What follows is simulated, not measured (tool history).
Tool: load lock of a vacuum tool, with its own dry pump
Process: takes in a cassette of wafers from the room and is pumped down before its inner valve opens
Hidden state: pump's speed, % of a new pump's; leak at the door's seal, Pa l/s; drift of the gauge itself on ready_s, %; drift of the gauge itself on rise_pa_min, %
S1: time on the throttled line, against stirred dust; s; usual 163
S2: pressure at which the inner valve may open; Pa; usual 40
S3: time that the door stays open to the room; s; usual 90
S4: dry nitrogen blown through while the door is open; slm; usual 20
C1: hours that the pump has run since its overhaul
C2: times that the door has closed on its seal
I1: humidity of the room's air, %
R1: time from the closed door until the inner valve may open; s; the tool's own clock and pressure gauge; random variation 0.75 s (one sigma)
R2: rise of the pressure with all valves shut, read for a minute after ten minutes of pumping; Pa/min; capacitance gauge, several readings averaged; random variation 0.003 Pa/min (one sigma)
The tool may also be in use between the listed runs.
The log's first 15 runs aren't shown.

run 16 day=79.717 | S1=163 S2=65 S3=90 S4=20 | C1=7256 C2=12194 | I1=42.1 | R1=243.4 R2=0.148
run 17 day=86.733 | S1=163 S2=65 S3=90 S4=20 | C1=7424 C2=12879 | I1=47.2 | R1=245.1 R2=0.148
run 18 day=90.521 | S1=163 S2=65 S3=90 S4=20 | C1=7515 C2=13248 | I1=42.3 | R1=246.3 R2=0.148
run 19 day=95.55 | S1=163 S2=40 S3=90 S4=30 | C1=7636 C2=13739 | I1=46.3 | R1=253 R2=0.156
run 20 day=99.042 | S1=163 S2=40 S3=90 S4=30 | C1=7720 C2=14079 | I1=45.6 | R1=251.2 R2=0.164
run 21 day=105.462 | S1=121 S2=31 S3=28 S4=11 | C1=7874 C2=14705 | I1=45.8 | R1=222.8 R2=0.166
run 22 day=112.404 | S1=121 S2=52 S3=119 S4=11 | C1=8040 C2=15382 | I1=42.5 | R1=214.2 R2=0.198
run 23 day=119.071 | S1=164 S2=40 S3=169 S4=20 | C1=8200 C2=16032 | I1=45.4 | R1=253.1 R2=0.21
run 24 day=122.638 | S1=225 S2=55 S3=110 S4=20 | C1=8286 C2=16380 | I1=47.4 | R1=298 R2=0.211
run 25 day=125.779 | S1=225 S2=40 S3=110 S4=6 | C1=8361 C2=16687 | I1=46.4 | R1=302.8 R2=0.229
run 26 day=130.5 | S1=225 S2=40 S3=110 S4=6 | C1=8475 C2=17147 | I1=44.7 | R1=304 R2=0.226
run 27 day=136.333 | S1=225 S2=56 S3=110 S4=36 | C1=8615 C2=17716 | I1=44.7 | R1=296.5 R2=0.213
run 28 day=143.162 | S1=225 S2=56 S3=110 S4=36 | C1=8778 C2=18382 | I1=46.4 | R1=297.8 R2=0.222
run 29 day=147.592 | S1=163 S2=49 S3=90 S4=20 | C1=8885 C2=18814 | I1=46.6 | R1=250.5 R2=0.243
run 30 day=153.033 | S1=143 S2=37 S3=57 S4=20 | C1=9015 C2=19345 | I1=47 | R1=238.8 R2=0.237
run 31 day=160.383 | S1=194 S2=47 S3=57 S4=20 | C1=9192 C2=20062 | I1=43.8 | R1=275.8 R2=0.245
run 32 day=165.012 | S1=163 S2=35 S3=90 S4=14 | C1=9303 C2=20513 | I1=46.2 | R1=255.7 R2=0.272
run 33 day=168.883 | S1=163 S2=35 S3=90 S4=14 | C1=9396 C2=20891 | I1=45.2 | R1=255.5 R2=0.267
run 34 day=172.925 | S1=163 S2=47 S3=90 S4=26 | C1=9493 C2=21285 | I1=44.3 | R1=250.3 R2=0.275
run 35 day=176.667 | S1=163 S2=70 S3=90 S4=14 | C1=9583 C2=21650 | I1=44 | R1=245.6 R2=0.294
run 36 day=180.962 | S1=163 S2=70 S3=90 S4=14 | C1=9686 C2=22069 | I1=46.6 | R1=245.9 R2=0.294

4 ways to go on from here, each from the tool as it stands after run 36. What would each give?
run A day=184.329 | S1=126 S2=70 S3=90 S4=14 | C1=9766 C2=22397 | I1=42.8 | R1=? R2=?
run B day=184.329 | S1=163 S2=70 S3=90 S4=5 | C1=9766 C2=22397 | I1=47.1 | R1=? R2=?
run C day=184.329 | S1=101 S2=40 S3=90 S4=11 | C1=9766 C2=22397 | I1=43.8 | R1=? R2=?
run D day=184.329 | S1=163 S2=40 S3=90 S4=30 | C1=9766 C2=22397 | I1=44.7 | R1=? R2=?

run=A R1=215.8 R2=0.306
run=B R1=245.5 R2=0.324
run=C R1=203.4 R2=0.306
run=D R1=253.5 R2=0.293
Without the tool's hidden state the same runs would have given:
run=A R1=209.8 R2=0.047
run=B R1=240 R2=0.063
run=C R1=196.5 R2=0.05
run=D R1=247.5 R2=0.039

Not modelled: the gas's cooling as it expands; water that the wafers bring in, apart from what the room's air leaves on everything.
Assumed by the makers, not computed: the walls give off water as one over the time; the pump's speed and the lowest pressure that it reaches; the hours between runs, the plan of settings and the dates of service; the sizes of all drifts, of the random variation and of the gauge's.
